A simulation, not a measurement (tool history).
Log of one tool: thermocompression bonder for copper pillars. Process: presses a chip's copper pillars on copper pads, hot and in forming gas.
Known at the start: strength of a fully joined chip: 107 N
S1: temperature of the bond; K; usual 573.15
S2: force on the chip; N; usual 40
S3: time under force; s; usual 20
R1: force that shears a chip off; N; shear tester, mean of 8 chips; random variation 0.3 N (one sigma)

run 1 day=0 | S1=573.15 S2=40 S3=20 | R1=50.9
run 2 day=1.167 | S1=573.15 S2=40 S3=20 | R1=51.8
run 3 day=2.871 | S1=573.15 S2=40 S3=20 | R1=51.6
run 4 day=4.696 | S1=573.15 S2=40 S3=20 | R1=51.7
run 5 day=6.492 | S1=573.15 S2=40 S3=20 | R1=51.7
run 6 day=7.829 | S1=573.15 S2=40 S3=20 | R1=51.4
run 7 day=10.483 | S1=573.15 S2=40 S3=20 | R1=51.5
run 8 day=12.008 | S1=573.15 S2=40 S3=15 | R1=46.2
run 9 day=14.642 | S1=598.15 S2=40 S3=20 | R1=63.3
run 10 day=17.329 | S1=598.15 S2=40 S3=20 | R1=63.1
run 11 day=19.854 | S1=598.15 S2=40 S3=20 | R1=63.7
run 12 day=21.592 | S1=573.15 S2=40 S3=20 | R1=50.7
run 13 day=23.55 | S1=573.15 S2=40 S3=20 | R1=50.8
run 14 day=24.838 | S1=573.15 S2=40 S3=20 | R1=51.1
run 15 day=26.521 | S1=573.15 S2=40 S3=20 | R1=51.7
run 16 day=28.746 | S1=573.15 S2=59 S3=20 | R1=62.5
run 17 day=31.104 | S1=573.15 S2=59 S3=20 | R1=62.2
-- day=31.733 heater calibrated with a thermocouple chip
run 18 day=32.421 | S1=573.15 S2=59 S3=20 | R1=56.4
-- day=33.558 forming gas filter changed
run 19 day=34.633 | S1=573.15 S2=59 S3=20 | R1=60.1
run 20 day=37.396 | S1=573.15 S2=59 S3=20 | R1=59.7
run 21 day=40.038 | S1=573.15 S2=43 S3=22 | R1=52
run 22 day=41.708 | S1=583.15 S2=27 S3=19 | R1=40.9
run 23 day=43.158 | S1=583.15 S2=29 S3=19 | R1=43.3
run 24 day=45.458 | S1=575.15 S2=40 S3=20 | R1=49.1
run 25 day=47.842 | S1=552.15 S2=40 S3=27 | R1=43.2
run 26 day=49.846 | S1=601.15 S2=59 S3=18 | R1=70.8
run 27 day=52.408 | S1=601.15 S2=59 S3=18 | R1=70.7
-- day=53.121 force cell calibrated
run 28 day=54.042 | S1=573.15 S2=40 S3=12 | R1=41.8
run 29 day=55.475 | S1=573.15 S2=40 S3=25 | R1=54.1
run 30 day=57.833 | S1=551.15 S2=41 S3=59 | R1=59.6
run 31 day=59.738 | S1=551.15 S2=41 S3=59 | R1=59.6
run 32 day=61.717 | S1=558.15 S2=40 S3=20 | R1=43.2
run 33 day=64.471 | S1=573.15 S2=35 S3=20 | R1=46.2
run 34 day=66.338 | S1=584.15 S2=36 S3=31 | R1=60
run 35 day=68.117 | S1=584.15 S2=36 S3=31 | R1=60
run 36 day=70.15 | S1=584.15 S2=36 S3=31 | R1=59.9
-- day=71.346 forming gas filter changed
run 37 day=71.562 | S1=598.15 S2=35 S3=12 | R1=51
run 38 day=72.958 | S1=598.15 S2=30 S3=12 | R1=46
run 39 day=75.417 | S1=558.15 S2=40 S3=11 | R1=36.2

4 ways to go on from here, each from the tool as it stands after run 39. What would each give?
run A day=77.583 | S1=558.15 S2=40 S3=21 | R1=?
run B day=77.583 | S1=551.15 S2=40 S3=20 | R1=?
run C day=77.583 | S1=573.15 S2=50 S3=20 | R1=?
run D day=77.583 | S1=603.15 S2=52 S3=37 | R1=?

run=A R1=46.4
run=B R1=41.6
run=C R1=58.7
run=D R1=85.7
Without the tool's hidden state the same runs would have given:
run=A R1=44.1
run=B R1=39.4
run=C R1=56.4
run=D R1=84.3
